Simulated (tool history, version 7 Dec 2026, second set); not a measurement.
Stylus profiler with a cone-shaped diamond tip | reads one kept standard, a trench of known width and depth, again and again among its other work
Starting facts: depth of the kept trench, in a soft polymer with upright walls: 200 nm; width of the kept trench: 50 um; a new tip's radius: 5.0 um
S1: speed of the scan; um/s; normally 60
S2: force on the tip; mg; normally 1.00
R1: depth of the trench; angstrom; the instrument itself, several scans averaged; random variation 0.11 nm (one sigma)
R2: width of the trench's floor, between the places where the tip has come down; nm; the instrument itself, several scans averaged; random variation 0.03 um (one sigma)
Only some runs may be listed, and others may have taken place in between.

{"run": 1, "hour": 0.0, "S1": 60, "S2": 1.0, "R1": 2011.3, "R2": 46810}
{"run": 2, "hour": 17.5, "S1": 146, "S2": 1.0, "R1": 2009.4, "R2": 46340}
{"run": 3, "hour": 29.8, "S1": 146, "S2": 1.0, "R1": 2010.0, "R2": 46260}
{"run": 4, "hour": 41.7, "S1": 60, "S2": 1.0, "R1": 2012.7, "R2": 46770}
{"run": 5, "hour": 52.6, "S1": 60, "S2": 1.0, "R1": 2010.1, "R2": 46780}
{"run": 6, "hour": 63.6, "S1": 60, "S2": 1.0, "R1": 2010.8, "R2": 46760}
{"hour": 65.3, "done": "height scale calibrated on a step standard"}
{"run": 7, "hour": 76.0, "S1": 32, "S2": 1.0, "R1": 2012.7, "R2": 46920}
{"run": 8, "hour": 92.1, "S1": 32, "S2": 0.53, "R1": 2007.7, "R2": 46790}
{"run": 9, "hour": 108.5, "S1": 32, "S2": 0.53, "R1": 2006.3, "R2": 46850}
{"run": 10, "hour": 118.8, "S1": 19, "S2": 1.99, "R1": 2016.8, "R2": 47010}
{"run": 11, "hour": 130.4, "S1": 34, "S2": 1.78, "R1": 2015.9, "R2": 46880}
{"hour": 143.7, "done": "height scale calibrated on a step standard, once more"}
{"run": 12, "hour": 148.3, "S1": 34, "S2": 1.78, "R1": 2015.8, "R2": 46870}
{"run": 13, "hour": 159.3, "S1": 48, "S2": 0.9, "R1": 2010.3, "R2": 46710}
{"run": 14, "hour": 170.0, "S1": 48, "S2": 0.9, "R1": 2009.7, "R2": 46750}
{"run": 15, "hour": 187.5, "S1": 225, "S2": 1.33, "R1": 2012.3, "R2": 45920}

Below are 4 alternative next runs, each starting from the tool's condition after run 15. Predict each:
{"run": "A", "hour": 197.5, "S1": 225, "S2": 0.56, "R1": "?", "R2": "?"}
{"run": "B", "hour": 197.5, "S1": 198, "S2": 1.0, "R1": "?", "R2": "?"}
{"run": "C", "hour": 197.5, "S1": 60, "S2": 0.43, "R1": "?", "R2": "?"}
{"run": "D", "hour": 197.5, "S1": 18, "S2": 1.33, "R1": "?", "R2": "?"}

run=A R1=2005.8 R2=45220
run=B R1=2012.2 R2=45810
run=C R1=2003.3 R2=46480
run=D R1=2012.5 R2=46910
Had the tool no hidden state, the same runs would have come out as:
run=A R1=2005.4 R2=45420
run=B R1=2011.8 R2=46010
run=C R1=2002.9 R2=46680
run=D R1=2012.0 R2=47110

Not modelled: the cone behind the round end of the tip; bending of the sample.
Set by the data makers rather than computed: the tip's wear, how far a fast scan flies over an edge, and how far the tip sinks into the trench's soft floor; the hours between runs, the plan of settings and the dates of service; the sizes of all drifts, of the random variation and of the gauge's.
